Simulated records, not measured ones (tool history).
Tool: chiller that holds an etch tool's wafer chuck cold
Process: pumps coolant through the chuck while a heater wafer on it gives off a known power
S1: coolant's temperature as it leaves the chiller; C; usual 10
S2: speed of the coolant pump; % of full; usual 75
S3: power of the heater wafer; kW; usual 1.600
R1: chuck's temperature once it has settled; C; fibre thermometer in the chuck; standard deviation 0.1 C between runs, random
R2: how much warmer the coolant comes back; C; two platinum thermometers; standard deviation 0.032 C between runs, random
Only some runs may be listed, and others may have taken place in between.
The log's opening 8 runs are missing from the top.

| run | day | S1 | S2 | S3 | R1 | R2 |
|---|---|---|---|---|---|---|
| 9 | 53.038 | 6 | 75 | 1.600 | 15.8 | 3.71 |
| 10 | 61.000 | 6 | 75 | 1.600 | 15.7 | 3.72 |
| 11 | 69.808 | 6 | 75 | 1.600 | 15.9 | 3.67 |
| 12 | 77.121 | 8 | 75 | 1.600 | 17.9 | 3.72 |
| 13 | 81.725 | 8 | 75 | 1.600 | 17.8 | 3.73 |
| 14 | 87.067 | 8 | 75 | 1.600 | 17.6 | 3.80 |
| 15 | 93.092 | 10 | 75 | 1.600 | 19.7 | 3.65 |
| 16 | 100.571 | 10 | 75 | 1.600 | 19.9 | 3.72 |
| 17 | 106.204 | 10 | 75 | 1.600 | 20.1 | 3.75 |
| 18 | 111.479 | 8 | 74 | 1.935 | 20.1 | 4.58 |
| 19 | 120.196 | 8 | 74 | 1.935 | 20.0 | 4.57 |
| 20 | 128.958 | 10 | 85 | 1.935 | 20.8 | 3.92 |
| 21 | 136.167 | 10 | 85 | 1.935 | 20.8 | 3.89 |
| 22 | 145.012 | 0 | 96 | 0.991 | 5.1 | 1.73 |
| 23 | 152.783 | 6 | 76 | 1.212 | 13.3 | 2.79 |
| 24 | 162.054 | 10 | 98 | 1.707 | 18.5 | 2.92 |
| 25 | 166.708 | 10 | 67 | 1.061 | 17.2 | 2.73 |
|  | 170.679 | coolant changed, channels flushed |
| 26 | 176.358 | 10 | 84 | 1.306 | 17.3 | 2.66 |
| 27 | 182.367 | 9 | 77 | 1.459 | 17.7 | 3.27 |
| 28 | 188.467 | 10 | 67 | 1.729 | 21.4 | 4.50 |
| 29 | 196.558 | 5 | 76 | 1.820 | 16.2 | 4.13 |
| 30 | 202.912 | 11 | 65 | 0.909 | 17.2 | 2.49 |
| 31 | 208.125 | 11 | 65 | 0.909 | 17.3 | 2.46 |

Consider 3 possible next runs. They are alternatives, not a sequence: every one starts from the tool as it was left by run 31. What does each give?
| A | 216.921 | 11 | 65 | 1.878 | ? | ? |
| B | 216.921 | 6 | 65 | 0.909 | ? | ? |
| C | 216.921 | 12 | 75 | 1.022 | ? | ? |

| run | R1 | R2 |
|---|---|---|
| A | 23.7 | 5.05 |
| B | 12.2 | 2.44 |
| C | 18.3 | 2.40 |
Had the tool no hidden state, the same runs would have come out as:
| run | R1 | R2 |
|---|---|---|
| A | 23.7 | 5.05 |
| B | 12.2 | 2.43 |
| C | 18.3 | 2.40 |
